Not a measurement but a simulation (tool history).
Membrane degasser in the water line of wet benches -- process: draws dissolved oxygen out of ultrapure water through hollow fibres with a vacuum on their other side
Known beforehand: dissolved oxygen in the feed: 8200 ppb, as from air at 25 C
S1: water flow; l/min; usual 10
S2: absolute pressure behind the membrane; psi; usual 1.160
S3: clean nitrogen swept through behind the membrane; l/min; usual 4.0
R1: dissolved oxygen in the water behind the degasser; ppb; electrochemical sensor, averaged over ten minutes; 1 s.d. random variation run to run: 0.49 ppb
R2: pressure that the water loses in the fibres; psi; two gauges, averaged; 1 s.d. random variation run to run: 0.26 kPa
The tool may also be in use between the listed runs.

| run | hour | S1 | S2 | S3 | R1 | R2 |
|---|---|---|---|---|---|---|
| 1 | 0.0 | 10 | 1.160 | 4.0 | 44.4 | 10.187 |
| 2 | 259.0 | 9 | 1.160 | 4.0 | 33.7 | 9.139 |
| 3 | 590.6 | 9 | 1.160 | 4.0 | 33.8 | 9.129 |
| 4 | 752.3 | 10 | 1.160 | 4.0 | 44.7 | 10.084 |
| 5 | 901.7 | 10 | 0.721 | 4.0 | 24.9 | 10.140 |
| 6 | 1113.2 | 10 | 0.721 | 4.0 | 25.0 | 10.148 |
| 7 | 1471.8 | 7 | 2.474 | 2.1 | 114.7 | 7.066 |

Estimate the outcome of run 8 from the log above:
| 8 | 1696.0 | 7 | 0.783 | 2.1 | ? | ? |

{"run 8": {"R1": 20.0, "R2": 7.094}}
With the hidden condition absent and the run-to-run variation left alone, this run would have shown R1 19.9 ppb, R2 7.110 psi.

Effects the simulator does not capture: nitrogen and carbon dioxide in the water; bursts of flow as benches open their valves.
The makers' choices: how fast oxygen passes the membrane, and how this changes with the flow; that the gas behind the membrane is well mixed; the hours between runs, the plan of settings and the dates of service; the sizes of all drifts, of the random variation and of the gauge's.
